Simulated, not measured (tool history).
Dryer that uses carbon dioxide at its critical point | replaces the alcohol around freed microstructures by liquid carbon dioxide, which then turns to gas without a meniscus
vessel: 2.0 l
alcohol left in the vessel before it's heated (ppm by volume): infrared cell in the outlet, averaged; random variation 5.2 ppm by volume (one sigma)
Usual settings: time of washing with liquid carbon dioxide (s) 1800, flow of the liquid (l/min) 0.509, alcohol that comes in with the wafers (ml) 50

run,hour,time of washing with liquid carbon dioxide (s),flow of the liquid (l/min),alcohol that comes in with the wafers (ml),alcohol left in the vessel before it's heated (ppm by volume)
1,0,1800,0.509,50,108
2,12.2,1800,0.509,50,103
3,23.1,1800,0.509,75,166
4,32.8,1800,0.509,75,169
5,45.9,1800,0.509,75,173
6,56.2,1800,0.509,75,177
7,66.6,1800,0.509,75,181
8,80.8,1800,0.509,75,179
9,96.1,1800,0.509,75,190
10,105,1800,0.509,75,193
11,114.1,1800,0.509,75,187
12,125.9,1860,0.371,25,225
13,142.5,1800,0.36,50,571
14,150.2,2040,0.36,50,347
15,164.3,2040,0.36,50,355
16,176.9,2040,0.673,43,17
17,185.7,1560,0.71,42,53
18,193.6,1740,0.536,40,104
19,207.3,1680,0.509,50,202
20,220.9,2040,0.441,40,138
21,230,2040,0.441,40,146
22,244.8,2580,0.758,50,31

Forecast each of these 5 alternatives for the next run:
A,255.8,2880,0.509,102,?
B,255.8,2580,0.758,32,?
C,255.8,2220,0.796,99,?
D,255.8,2760,0.758,50,?
E,255.8,1200,0.326,21,?

run,alcohol left in the vessel before it's heated (ppm by volume)
A,39
B,26
C,40
D,26
E,1128
Without the tool's hidden state the same runs would have given:
run,alcohol left in the vessel before it's heated (ppm by volume)
A,12
B,5
C,18
D,4
E,909
